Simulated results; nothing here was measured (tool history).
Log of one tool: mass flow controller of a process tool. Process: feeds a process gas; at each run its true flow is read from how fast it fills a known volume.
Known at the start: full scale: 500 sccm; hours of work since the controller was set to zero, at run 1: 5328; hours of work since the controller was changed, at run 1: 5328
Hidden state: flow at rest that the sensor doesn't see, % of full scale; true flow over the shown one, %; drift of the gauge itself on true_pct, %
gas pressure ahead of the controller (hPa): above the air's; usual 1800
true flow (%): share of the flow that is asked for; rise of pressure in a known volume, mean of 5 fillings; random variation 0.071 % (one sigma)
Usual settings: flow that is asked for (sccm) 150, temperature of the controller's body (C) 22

run      day  flow that is asked for (sccm)  gas pressure ahead of the controller (hPa)  temperature of the controller's body (C)  hours of work since the controller was set to zero  hours of work since the controller was changed  true flow (%)
  1    0.000                            150                                        1800                                        22                                                5328                                            5328          99.48
  2   16.362                            150                                        1800                                        22                                                5517                                            5517          99.23
      28.717  -- controller's zero set anew
  3   28.733                             82                                        1800                                        22                                                   0                                            5661          99.09
  4   42.062                             82                                        1800                                        22                                                 155                                            5815          99.08
  5   61.558                            150                                        1800                                        22                                                 381                                            6041          98.94
  6   82.996                            150                                        1800                                        21                                                 629                                            6290          98.88
  7  103.792                            150                                        1800                                        22                                                 870                                            6531          98.76
  8  123.408                            150                                        1860                                        22                                                1098                                            6758          98.66
  9  134.317                            150                                        1860                                        22                                                1224                                            6885          98.46
 10  145.404                            150                                        1860                                        22                                                1353                                            7013          98.59
 11  169.258                            150                                        1860                                        22                                                1629                                            7290          98.34
 12  185.958                             86                                        1800                                        22                                                1823                                            7484          98.20
 13  200.379                             86                                        1800                                        22                                                1990                                            7651          98.19
 14  219.958                            166                                        1800                                        21                                                2217                                            7878          98.13
     237.362  -- controller exchanged for a calibrated one
 15  240.842                            363                                        1810                                        22                                                  40                                              40          98.17
 16  255.233                            363                                        1810                                        22                                                 207                                             207          98.24
 17  272.096                            150                                        2140                                        39                                                 403                                             403          97.22
 18  288.179                            150                                        1530                                        33                                                 589                                             589          97.08
 19  304.733                             67                                        1800                                        25                                                 781                                             781          97.40

The same runs without the tool's hidden state, with the same run-to-run variation:
run  true flow (%)
  1          99.51
  2          99.35
  3          99.27
  4          99.34
  5          99.33
  6          99.40
  7          99.40
  8          99.43
  9          99.30
 10          99.50
 11          99.39
 12          99.35
 13          99.43
 14          99.50
 15          99.65
 16          99.80
 17          98.88
 18          98.84
 19          99.26
